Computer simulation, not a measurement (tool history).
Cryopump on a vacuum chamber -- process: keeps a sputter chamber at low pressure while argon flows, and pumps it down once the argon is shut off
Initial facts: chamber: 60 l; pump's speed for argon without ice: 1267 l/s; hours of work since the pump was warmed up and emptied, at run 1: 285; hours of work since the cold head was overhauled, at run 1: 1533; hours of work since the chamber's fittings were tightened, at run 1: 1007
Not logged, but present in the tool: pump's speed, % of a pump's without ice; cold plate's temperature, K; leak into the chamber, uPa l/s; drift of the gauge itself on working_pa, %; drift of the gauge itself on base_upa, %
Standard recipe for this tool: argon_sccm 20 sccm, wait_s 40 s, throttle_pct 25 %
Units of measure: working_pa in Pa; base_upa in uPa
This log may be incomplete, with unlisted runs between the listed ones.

run     day  argon_sccm  wait_s  throttle_pct  hours of work since the pump was warmed up and emptied  hours of work since the cold head was overhauled  hours of work since the chamber's fittings were tightened  working_pa  base_upa
  1       0          20      40            25                                                     285                                              1533                                                       1007      0.1122      3.39
  2   1.396          20      40            25                                                     304                                              1552                                                       1026      0.1118      3.46
  3   4.258          20      40            25                                                     342                                              1590                                                       1064      0.1125       3.5
      5.288  -- pump warmed up, emptied and cooled again
  4   7.508          20     134            25                                                      30                                              1631                                                       1105      0.1079      1.76
  5   9.208          20     285            25                                                      52                                              1654                                                       1127       0.108      1.41
  6  11.933          20     285            25                                                      89                                              1690                                                       1164      0.1102      1.49
  7  13.567          20      40            25                                                     111                                              1712                                                       1186      0.1095      3.47
  8  16.392          20      40            25                                                     149                                              1750                                                       1223      0.1094      3.37
  9  17.775          20      40            25                                                     167                                              1768                                                       1242      0.1092      3.38
 10  20.325          20      40            25                                                     201                                              1803                                                       1276      0.1102       3.6
 11  22.675          20      40            25                                                     233                                              1834                                                       1308      0.1108      3.48
 12  24.867          25      40            25                                                     262                                              1863                                                       1337      0.1388      3.63
 13  26.721          25      40            25                                                     287                                              1888                                                       1362      0.1396      3.72
 14  28.892          25      96            25                                                     316                                              1917                                                       1391      0.1385       2.4
 15  30.379          22      40            25                                                     336                                              1937                                                       1411      0.1236      3.79
     31.975  -- pump warmed up, emptied and cooled again
 16  33.129          20      40            25                                                      15                                              1971                                                       1445      0.1066      3.55
 17  35.658          37      40            25                                                      49                                              2005                                                       1479      0.1998      3.55
 18  37.004          15      40            23                                                      67                                              2023                                                       1497      0.0882      3.64
 19  38.496          15      40            23                                                      87                                              2043                                                       1517      0.0885      3.65
 20  41.375          20      37            25                                                     126                                              2082                                                       1555      0.1095      3.91
 21  43.804          39      40            21                                                     158                                              2114                                                       1588      0.2559      3.73
 22  45.488           8      40            53                                                     181                                              2137                                                       1610       0.021      3.81
 23  47.842          35      40            29                                                     212                                              2168                                                       1642      0.1677       3.9
 24  50.462          16     250            25                                                     248                                              2203                                                       1677      0.0877      1.97
 25  52.867          16      73            53                                                     280                                              2235                                                       1709      0.0433      2.93
 26  55.608          16      73            53                                                     316                                              2272                                                       1746      0.0437      2.94
 27  57.017          16      73            53                                                     335                                              2291                                                       1765       0.044         3
     58.558  -- pump warmed up, emptied and cooled again
 28  60.279          27     201            31                                                      23                                              2332                                                       1806      0.1183      2.03
 29  62.079          27     201            31                                                      47                                              2356                                                       1830      0.1182       2.1
 30  65.004          27     201            31                                                      86                                              2395                                                       1869      0.1173      2.05
 31  67.608          27     201            31                                                     121                                              2430                                                       1904      0.1191       2.2
 32  68.967          11     201            15                                                     139                                              2448                                                       1922      0.0995      2.18
 33  70.721          30     136            29                                                     163                                              2472                                                       1945       0.142      2.45
 34  73.571          30     136            29                                                     201                                              2510                                                       1983      0.1437      2.51

Each row is a separate what-if for the run after 34, all from the same tool condition, not one after another. Results?
  A  75.6          20      43            25                                                     228                                              2537                                                       2011           ?         ?
  B  75.6          11      46            29                                                     228                                              2537                                                       2011           ?         ?
  C  75.6          26      33            47                                                     228                                              2537                                                       2011           ?         ?
  D  75.6          33      50            15                                                     228                                              2537                                                       2011           ?         ?

run  working_pa  base_upa
  A      0.1114      3.98
  B      0.0533      3.78
  C      0.0777       4.6
  D      0.2988      3.77
With no hidden state in the tool, these same runs would have given:
run  working_pa  base_upa
  A      0.1075      2.32
  B      0.0512      2.16
  C      0.0727      2.95
  D      0.2925      2.08
